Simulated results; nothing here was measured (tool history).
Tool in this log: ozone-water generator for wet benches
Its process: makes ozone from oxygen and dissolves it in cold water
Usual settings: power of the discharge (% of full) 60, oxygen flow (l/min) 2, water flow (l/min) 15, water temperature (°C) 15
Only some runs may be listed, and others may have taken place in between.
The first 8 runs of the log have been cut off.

run   hour  power of the discharge (% of full)  oxygen flow (l/min)  water flow (l/min)  water temperature (°C)  dissolved ozone (ppm)  ozone in the gas ahead of the water (g/m3)
  9  500.7                                  60                    2                  15                      15                    7.3                                       140.1
 10  587.2                                  60                    2                  15                      15                    7.5                                         139
 11  629.7                                  72                    2                  15                      15                    8.8                                       164.1
 12  676.6                                  60                    2                   9                      15                   13.1                                       138.4
 13    727                                  77                    2                  15                      15                    9.2                                       172.5
 14  799.9                                  77                    2                   9                      15                   16.3                                         173
 15  875.2                                  60                    2                  15                      15                    7.2                                       139.3
     881.4  -- water thermometer calibrated
 16  946.8                                  60                    2                  15                      15                    7.3                                       138.3
 17   1035                                  60                 1.79                  15                      22                    6.7                                       147.7

Run 18, settings as shown, results not yet in. Your forecast:
 18  1075.2                                  60                 1.79                  21                      22                      ?                                           ?

For run 18 the tool returned dissolved ozone (ppm) 4.5, ozone in the gas ahead of the water (g/m3) 145.2.
With the hidden condition absent and the run-to-run variation left alone, this run would have shown dissolved ozone (ppm) 4.7, ozone in the gas ahead of the water (g/m3) 147.5.
